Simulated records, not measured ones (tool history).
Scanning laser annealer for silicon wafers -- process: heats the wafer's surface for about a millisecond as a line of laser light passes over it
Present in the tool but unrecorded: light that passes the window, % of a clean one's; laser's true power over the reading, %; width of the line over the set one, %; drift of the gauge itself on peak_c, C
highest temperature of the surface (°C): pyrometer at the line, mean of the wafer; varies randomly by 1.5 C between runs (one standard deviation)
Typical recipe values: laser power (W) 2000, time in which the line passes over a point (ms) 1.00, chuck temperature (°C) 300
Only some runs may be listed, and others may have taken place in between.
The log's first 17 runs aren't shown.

run,day,laser power (W),time in which the line passes over a point (ms),chuck temperature (°C),hours of work since the window was cleaned,hours of work since the power meter was calibrated,hours of work since the optics were aligned,highest temperature of the surface (°C)
18,26.433,2000,0.89,300,465,465,882,1009
19,27.621,2000,0.89,300,483,483,901,1008
20,29.200,2000,0.89,300,508,508,926,1012
21,31.025,2000,1.00,300,537,537,955,1060
# day 31.246: window over the wafer cleaned
22,32.650,2018,0.78,300,22,561,979,962
23,34.054,2018,0.78,300,44,584,1001,962
24,36.075,2000,0.75,313,76,615,1033,956
25,38.029,2134,0.81,277,107,646,1064,995
26,39.746,2134,0.81,277,134,673,1091,998
27,41.400,2001,0.88,303,160,699,1117,1007
28,43.004,2128,1.18,280,185,725,1143,1164
29,44.625,2128,1.18,280,211,750,1168,1165
30,46.275,2128,1.18,338,237,776,1194,1223
31,48.179,1831,1.05,283,267,806,1224,994
32,49.121,1831,1.09,260,282,821,1239,989
33,50.333,2022,0.99,337,301,840,1258,1098
34,52.179,2000,1.00,296,330,870,1287,1056
35,53.688,2000,1.00,296,354,893,1311,1053
36,55.012,2000,1.00,296,375,914,1332,1053
37,56.042,1818,0.90,271,391,930,1348,920
38,56.975,1783,1.17,309,406,945,1363,1049
39,57.946,1925,1.03,309,421,960,1378,1048
40,58.800,1858,1.00,338,435,974,1392,1042
41,60.221,1858,1.00,338,457,996,1414,1043

Forecast each of these 4 alternatives for the next run:
A,62.167,1887,1.19,276,488,1027,1445,?
B,62.167,1831,1.21,338,488,1027,1445,?
C,62.167,1820,1.00,300,488,1027,1445,?
D,62.167,1921,1.24,290,488,1027,1445,?

run,highest temperature of the surface (°C)
A,1062
B,1108
C,989
D,1110
What these runs would have given with no unlogged condition in the tool:
run,highest temperature of the surface (°C)
A,1063
B,1109
C,990
D,1111

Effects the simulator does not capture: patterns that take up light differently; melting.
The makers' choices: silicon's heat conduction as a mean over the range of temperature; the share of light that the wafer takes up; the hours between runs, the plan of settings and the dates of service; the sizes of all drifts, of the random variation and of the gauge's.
